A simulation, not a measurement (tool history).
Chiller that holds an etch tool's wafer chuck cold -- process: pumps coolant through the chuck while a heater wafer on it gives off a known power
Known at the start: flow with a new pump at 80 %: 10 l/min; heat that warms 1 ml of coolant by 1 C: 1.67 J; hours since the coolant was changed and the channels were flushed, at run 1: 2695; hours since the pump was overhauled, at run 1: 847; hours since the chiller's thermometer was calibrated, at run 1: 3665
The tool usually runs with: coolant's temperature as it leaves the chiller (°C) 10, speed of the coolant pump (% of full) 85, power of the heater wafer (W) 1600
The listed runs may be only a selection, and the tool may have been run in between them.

run	hour	coolant's temperature as it leaves the chiller (°C)	speed of the coolant pump (% of full)	power of the heater wafer (W)	hours since the coolant was changed and the channels were flushed	hours since the pump was overhauled	hours since the chiller's thermometer was calibrated	chuck's temperature once it has settled (°C)	how much warmer the coolant comes back (C)
1	0.0	10	85	1600	2695	847	3665	23.1	5.46
2	43.0	10	85	1600	2738	890	3708	23.2	5.44
3	93.8	10	85	1600	2789	941	3759	23.3	5.50
4	134.8	10	85	1600	2830	982	3800	23.2	5.52
5	182.7	10	85	1600	2878	1030	3848	23.2	5.49
6	218.8	10	85	1600	2914	1066	3884	23.3	5.51
7	279.4	10	85	1600	2974	1127	3944	23.4	5.59
8	359.2	10	85	1600	3054	1207	4024	23.3	5.53
9	426.2	10	63	1600	3121	1274	4091	26.3	7.78
10	496.6	9	85	1600	3192	1344	4162	22.4	5.60
11	545.9	0	85	1600	3241	1393	4211	13.4	5.53
# hour 551.6: chiller's thermometer calibrated
12	622.3	0	85	1600	3316	1469	71	14.0	5.54
13	669.0	0	85	1600	3363	1515	117	14.3	5.61
# hour 705.3: chiller's thermometer calibrated, once more
14	717.4	0	85	1600	3410	1563	12	12.6	5.60
15	770.1	10	85	1600	3463	1616	65	22.8	5.58
16	821.4	10	85	1600	3514	1667	116	22.7	5.59
17	892.9	12	71	871	3586	1738	188	19.8	3.75
18	957.5	12	71	871	3651	1803	252	19.8	3.77
19	1022.2	2	70	871	3715	1868	317	10.0	3.84
20	1080.0	1	91	2381	3773	1925	375	19.5	7.73
21	1121.8	6	71	1105	3815	1967	417	16.2	4.79
22	1184.9	6	71	1105	3878	2030	480	16.1	4.78
23	1229.7	6	71	1105	3923	2075	524	16.4	4.77
24	1271.4	15	83	914	3964	2117	566	22.6	3.30
25	1320.3	15	83	914	4013	2166	615	22.7	3.27
26	1383.3	14	83	914	4076	2229	678	21.7	3.40
27	1440.8	14	63	2113	4134	2286	735	35.4	10.60
28	1518.6	10	85	1358	4212	2364	813	21.5	4.78
29	1593.1	5	88	1331	4286	2439	888	16.1	4.59
30	1649.0	20	64	1600	4342	2494	944	36.3	7.89
31	1696.2	14	73	1341	4389	2542	991	26.6	5.73

Here are 4 independent what-if runs from the current tool condition. What would each one return?
A	1764.7	14	73	1910	4458	2610	1059	?	?
B	1764.7	10	85	930	4458	2610	1059	?	?
C	1764.7	13	76	1238	4458	2610	1059	?	?
D	1764.7	4	74	1600	4458	2610	1059	?	?

run	chuck's temperature once it has settled (°C)	how much warmer the coolant comes back (C)
A	31.8	8.12
B	17.9	3.34
C	24.3	5.07
D	18.8	6.67
With the hidden condition removed and each run's random variation left untouched, the same runs would have given:
run	chuck's temperature once it has settled (°C)	how much warmer the coolant comes back (C)
A	28.9	7.61
B	16.5	3.13
C	22.4	4.75
D	16.4	6.25
